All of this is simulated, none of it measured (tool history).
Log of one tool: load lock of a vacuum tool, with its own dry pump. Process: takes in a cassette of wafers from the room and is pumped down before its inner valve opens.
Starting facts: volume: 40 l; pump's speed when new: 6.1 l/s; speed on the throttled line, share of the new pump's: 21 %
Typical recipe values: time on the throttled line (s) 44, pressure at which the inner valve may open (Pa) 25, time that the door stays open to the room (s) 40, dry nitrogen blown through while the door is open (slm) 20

run,day,time on the throttled line (s),pressure at which the inner valve may open (Pa),time that the door stays open to the room (s),dry nitrogen blown through while the door is open (slm),"incoming humidity of the room's air, %",time from the closed door until the inner valve may open (s),rise of the pressure with all valves shut (Pa/min)
1,0,44,25,40,20,46,93.3,0.295
2,19.833,44,25,52,20,47.2,94.4,0.318
3,39.571,44,25,33,20,47.6,93.9,0.34
4,49.979,44,25,33,20,42.5,93.4,0.363
5,67.458,44,25,72,20,47.2,93.7,0.394
6,83.788,44,32,72,20,46.2,92.4,0.423
7,98.862,44,32,72,20,46.8,94.1,0.45
8,110.975,44,45,40,20,44.5,90.4,0.435
9,129.788,44,45,40,20,43.4,90.5,0.474
10,150.825,44,45,40,20,42.7,90.5,0.494
11,171.554,44,45,40,20,46.6,91.2,0.519
12,186.925,44,25,87,20,43.7,95.7,0.583
13,208.529,44,25,87,20,46.4,95.5,0.619
14,225.95,44,25,87,20,45.4,95.8,0.64
15,239.754,44,25,87,20,47.1,96.6,0.665
# day 253.529: door's seal changed, seat wiped
16,256.8,44,25,87,20,48.5,97.4,0.059
17,274.704,44,24,40,20,47.1,98.4,0.043
18,290.988,44,25,40,20,44.5,96.7,0.052
19,301.504,44,25,40,20,46,96.4,0.046
20,316.004,67,25,40,20,44.9,114.4,0.055
21,333.875,74,43,84,6,43.6,116.2,0.109
22,349.108,31,30,52,6,47.5,87.2,0.097
23,365.8,28,32,60,20,46.9,83.7,0.094
24,386.346,44,36,40,7,47.3,96.2,0.103
25,407.617,44,36,40,7,40.7,97,0.11
# day 411.592: dry pump taken out, an overhauled one fitted
26,427.804,32,25,40,20,42.8,79.8,0.116
27,437.833,48,26,40,27,46.3,92,0.115
28,453.1,48,26,40,27,45.8,92.4,0.135
29,462.633,77,25,116,20,49.7,116.7,0.183
30,482.188,31,25,50,20,43,79.9,0.16
31,499.308,87,33,28,5,47.7,122.7,0.18
32,513.771,44,20,150,11,43.5,91.5,0.252
33,529.646,31,25,40,20,47.9,80.5,0.209
34,550.038,44,36,40,20,42.9,87.7,0.214
35,572.429,33,27,40,6,44.8,82,0.248
36,594.329,34,25,40,11,47.7,84.4,0.268
37,610.783,23,25,102,28,43.7,76.1,0.301

Had the tool no unlogged condition, and each run kept its random variation, what would the results have been?
Hidden conditions of the tool in this case: pump's speed, % of a new pump's; leak at the door's seal, Pa l/s; drift of the gauge itself on ready_s, %; drift of the gauge itself on rise_pa_min, %.
run,time from the closed door until the inner valve may open (s),rise of the pressure with all valves shut (Pa/min)
1,89.4,0.027
2,90.2,0.03
3,89.5,0.024
4,88.9,0.028
5,89,0.047
6,87.6,0.049
7,89,0.047
8,85.6,0.031
9,85.5,0.031
10,85.2,0.027
11,85.7,0.025
12,89.4,0.05
13,89,0.059
14,88.9,0.055
15,89.5,0.053
16,90,0.058
17,90.7,0.035
18,89,0.038
19,88.5,0.027
20,107.1,0.028
21,109.6,0.074
22,78.2,0.053
23,74.6,0.041
24,87.5,0.041
25,87.9,0.038
26,79.5,0.032
27,91.6,0.023
28,91.8,0.03
29,116,0.073
30,79,0.033
31,121.9,0.037
32,90,0.095
33,79,0.037
34,86.2,0.029
35,80,0.042
36,82.1,0.035
37,73.5,0.049
